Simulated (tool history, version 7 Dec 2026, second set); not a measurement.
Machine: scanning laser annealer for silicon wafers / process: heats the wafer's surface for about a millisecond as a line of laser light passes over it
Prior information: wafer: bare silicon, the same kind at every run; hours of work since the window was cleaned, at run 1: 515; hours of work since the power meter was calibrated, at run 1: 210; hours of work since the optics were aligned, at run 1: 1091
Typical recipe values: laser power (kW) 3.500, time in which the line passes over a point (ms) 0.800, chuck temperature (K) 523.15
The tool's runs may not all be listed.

run,hour,laser power (kW),time in which the line passes over a point (ms),chuck temperature (K),hours of work since the window was cleaned,hours of work since the power meter was calibrated,hours of work since the optics were aligned,highest temperature of the surface (K)
1,0.0,3.500,0.800,523.15,515,210,1091,1335.15
2,8.5,3.500,0.800,523.15,520,215,1096,1332.15
3,18.6,3.500,0.800,523.15,526,221,1102,1332.15
4,34.7,3.500,0.800,523.15,536,232,1112,1331.15
5,46.4,3.500,0.800,523.15,543,239,1120,1329.15
6,55.5,3.500,0.800,523.15,549,244,1125,1330.15
7,68.8,3.500,0.800,523.15,557,253,1134,1329.15
8,76.4,3.500,0.800,523.15,562,257,1138,1331.15
9,95.2,3.236,0.800,523.15,574,269,1150,1261.15
10,102.9,3.236,0.800,523.15,579,274,1155,1259.15
11,121.3,3.500,0.764,523.15,590,285,1166,1315.15
12,137.0,3.516,0.800,523.15,600,295,1176,1332.15
13,149.7,3.516,0.800,523.15,608,303,1184,1329.15
14,164.7,3.516,0.800,523.15,617,312,1193,1332.15
15,183.1,3.516,0.800,523.15,629,324,1205,1328.15
16,200.5,3.622,0.800,523.15,639,335,1216,1356.15
17,215.9,3.622,0.800,523.15,649,344,1225,1355.15
18,224.8,3.622,0.800,523.15,654,350,1231,1356.15
19,242.3,3.669,0.874,523.15,665,361,1242,1401.15
20,259.4,3.669,0.675,523.15,676,371,1252,1313.15
21,268.1,3.544,0.645,523.15,681,377,1258,1264.15
22,279.9,3.544,0.645,523.15,689,384,1265,1263.15
23,288.9,3.500,0.831,523.15,694,390,1271,1336.15
24,299.5,3.611,0.671,525.15,701,396,1277,1291.15
25,312.5,3.611,0.671,499.15,709,404,1285,1269.15
26,322.5,3.500,0.659,524.15,715,411,1292,1261.15
27,334.4,3.623,0.800,523.15,723,418,1299,1351.15
28,345.0,3.623,0.800,523.15,729,425,1306,1354.15
29,362.0,3.500,0.676,523.15,740,435,1316,1267.15
30,371.3,3.500,0.676,523.15,746,441,1322,1266.15
31,389.6,3.500,0.775,502.15,757,452,1333,1290.15
32,401.6,3.051,0.800,538.15,765,460,1341,1219.15
33,417.1,3.535,0.581,551.15,774,470,1350,1256.15
34,434.8,3.535,0.581,551.15,785,481,1361,1254.15
35,451.1,3.500,0.795,514.15,795,491,1372,1309.15

Here are 5 independent what-if runs from the current tool condition. What would each one return?
A,465.6,3.385,0.955,545.15,804,500,1381,?
B,465.6,3.205,0.762,547.15,804,500,1381,?
C,465.6,3.756,0.822,521.15,804,500,1381,?
D,465.6,3.500,0.567,508.15,804,500,1381,?
E,465.6,3.500,0.710,523.15,804,500,1381,?

run,highest temperature of the surface (K)
A,1370.15
B,1255.15
C,1390.15
D,1193.15
E,1279.15
With no hidden state in the tool, these same runs would have given:
run,highest temperature of the surface (K)
A,1427.15
B,1304.15
C,1450.15
D,1241.15
E,1331.15

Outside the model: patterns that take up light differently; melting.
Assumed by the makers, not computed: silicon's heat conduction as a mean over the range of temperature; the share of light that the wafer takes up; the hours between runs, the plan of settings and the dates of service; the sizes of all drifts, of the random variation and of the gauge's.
